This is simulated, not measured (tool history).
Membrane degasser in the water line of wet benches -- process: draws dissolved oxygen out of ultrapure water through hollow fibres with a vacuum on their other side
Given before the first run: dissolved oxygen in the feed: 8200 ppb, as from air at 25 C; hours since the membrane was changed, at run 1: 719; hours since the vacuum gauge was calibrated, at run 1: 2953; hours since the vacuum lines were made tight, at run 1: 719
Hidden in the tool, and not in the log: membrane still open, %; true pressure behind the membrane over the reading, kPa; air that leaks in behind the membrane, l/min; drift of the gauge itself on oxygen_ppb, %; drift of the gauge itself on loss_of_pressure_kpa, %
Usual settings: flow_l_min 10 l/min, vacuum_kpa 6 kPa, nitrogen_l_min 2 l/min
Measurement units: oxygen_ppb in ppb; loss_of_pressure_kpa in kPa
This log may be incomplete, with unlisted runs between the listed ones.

run   hour  flow_l_min  vacuum_kpa  nitrogen_l_min  hours since the membrane was changed  hours since the vacuum gauge was calibrated  hours since the vacuum lines were made tight  oxygen_ppb  loss_of_pressure_kpa
  1      0          10           6               2                                   719                                         2953                                           719        78.5                 63.74
  2   37.7          10           6               2                                   757                                         2991                                           757        79.1                 64.08
  3  105.9          10           6               2                                   825                                         3059                                           825        76.7                 63.97
  4  139.4          10           6               2                                   859                                         3093                                           859        78.2                 63.85
  5  181.7          10           6               2                                   901                                         3135                                           901        77.4                 63.89
  6  242.8          10           6               2                                   962                                         3196                                           962        76.9                  64.1
  7  309.3          13           6               2                                  1028                                         3263                                          1028       140.6                    83
  8  375.6          13           6               2                                  1095                                         3329                                          1095       139.1                 83.29
  9  406.8          13           6               2                                  1126                                         3360                                          1126       138.5                 83.36
 10  480.4          13           6               2                                  1200                                         3434                                          1200       139.7                 83.13
 11  539.4          10        3.67               2                                  1259                                         3493                                          1259        49.4                 63.84
 12  583.1           6        3.67            2.31                                  1302                                         3537                                          1302         9.4                 38.39
 13  624.9          10        6.33               2                                  1344                                         3578                                          1344        81.5                 63.97
 14  660.5          10        6.33               2                                  1380                                         3614                                          1380          82                 64.05
 15  723.8           9        6.33            1.42                                  1443                                         3677                                          1443        78.5                 57.56
 16  789.8           9        6.33            1.42                                  1509                                         3743                                          1509        79.1                 57.45
 17  859.7           9        6.33            1.42                                  1579                                         3813                                          1579        77.8                  57.5
 18  917.5           9        6.33            1.42                                  1637                                         3871                                          1637        78.8                 57.71
 19  982.5          13        8.54            5.09                                  1702                                         3936                                          1702       131.5                 83.15

Consider 5 possible next runs. They are alternatives, not a sequence: every one starts from the tool as it was left by run 19. What does each give?
  A  1013.9           7        6.29            5.45                                  1733                                         3967                                          1733           ?                     ?
  B  1013.9           9           6               2                                  1733                                         3967                                          1733           ?                     ?
  C  1013.9          13         4.7             1.7                                  1733                                         3967                                          1733           ?                     ?
  D  1013.9           8           6            4.24                                  1733                                         3967                                          1733           ?                     ?
  E  1013.9          13        5.59            3.48                                  1733                                         3967                                          1733           ?                     ?

run  oxygen_ppb  loss_of_pressure_kpa
  A        21.8                 44.89
  B          63                 57.81
  C         121                 83.57
  D        33.6                 50.95
  E       116.7                 83.18
What these runs would have given with no unlogged condition in the tool:
run  oxygen_ppb  loss_of_pressure_kpa
  A        21.8                 44.88
  B          63                  57.8
  C       120.9                 83.56
  D        33.6                 50.94
  E       116.6                 83.17

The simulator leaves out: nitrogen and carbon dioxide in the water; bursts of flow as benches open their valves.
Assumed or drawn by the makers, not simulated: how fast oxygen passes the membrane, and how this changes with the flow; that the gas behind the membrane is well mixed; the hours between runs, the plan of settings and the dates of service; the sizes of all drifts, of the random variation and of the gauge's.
